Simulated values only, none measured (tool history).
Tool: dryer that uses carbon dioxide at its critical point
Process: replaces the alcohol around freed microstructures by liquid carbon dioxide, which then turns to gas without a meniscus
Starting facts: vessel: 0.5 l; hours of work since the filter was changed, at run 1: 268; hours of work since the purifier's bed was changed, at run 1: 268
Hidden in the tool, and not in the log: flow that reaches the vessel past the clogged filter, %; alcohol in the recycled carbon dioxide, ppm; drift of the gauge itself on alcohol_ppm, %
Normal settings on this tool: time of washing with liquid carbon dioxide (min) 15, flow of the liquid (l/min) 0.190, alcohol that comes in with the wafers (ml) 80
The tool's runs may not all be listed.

run,day,time of washing with liquid carbon dioxide (min),flow of the liquid (l/min),alcohol that comes in with the wafers (ml),hours of work since the filter was changed,hours of work since the purifier's bed was changed,alcohol left in the vessel before it's heated (ppm by volume)
1,0.000,15,0.190,80,268,268,2897
2,0.350,15,0.190,80,274,274,2971
3,1.042,15,0.171,80,286,286,4484
4,1.521,10,0.190,80,294,294,11091
5,1.925,10,0.190,80,302,302,11195
6,2.608,10,0.190,80,313,313,11149
# day 2.833: inlet filter changed
7,3.333,15,0.224,80,9,325,1092
8,4.025,15,0.224,80,21,337,1062
9,4.521,15,0.224,28,29,346,431
10,5.054,15,0.188,80,39,355,2378
11,5.667,15,0.188,80,49,366,2465
12,6.362,15,0.190,80,62,378,2384
13,6.958,15,0.190,80,72,389,2428
14,7.383,10,0.190,80,79,396,9651
15,7.750,15,0.190,80,86,402,2421
16,8.279,15,0.190,80,95,412,2433
17,8.588,15,0.201,80,100,417,1970
18,8.946,15,0.201,80,107,423,1954
19,9.575,15,0.201,80,118,434,1973
20,9.933,15,0.190,80,124,440,2503
21,10.488,15,0.190,80,133,450,2558
22,10.796,15,0.190,80,139,455,2560
23,11.479,10,0.194,80,151,467,9358
24,12.188,11,0.168,110,163,480,15196
25,12.688,17,0.307,46,172,488,172
26,13.121,15,0.190,38,179,496,1325
27,13.592,15,0.317,38,188,504,202
28,13.908,15,0.317,38,193,510,208
29,14.342,15,0.317,38,201,517,217
30,14.879,17,0.121,44,210,527,5097
31,15.525,17,0.121,44,221,538,5049
32,16.229,15,0.259,26,234,550,344
33,16.712,15,0.259,26,242,559,341
34,17.425,11,0.116,80,254,571,27105
35,17.950,11,0.116,80,264,580,27648
36,18.646,21,0.207,31,276,592,299
37,19.367,21,0.207,31,288,605,297
38,19.967,12,0.207,31,299,615,2036
39,20.533,12,0.262,30,309,625,860
# day 21.029: inlet filter changed
40,21.242,21,0.148,101,4,637,2056
41,21.792,21,0.148,101,13,646,2125
# day 22.221: purifier's bed changed
42,22.583,23,0.235,101,25,6,67
43,23.246,21,0.190,91,37,18,485
44,23.683,21,0.190,91,44,26,475

3 options for the next run, each taken on its own from the tool as it stands now. Forecast them:
A,24.196,18,0.164,80,53,34,?
B,24.196,13,0.190,80,53,34,?
C,24.196,18,0.190,80,53,34,?

run,alcohol left in the vessel before it's heated (ppm by volume)
A,1998
B,4112
C,957
Stripped of hidden state, with their random variation kept, the same runs would have yielded:
run,alcohol left in the vessel before it's heated (ppm by volume)
A,1875
B,3904
C,884
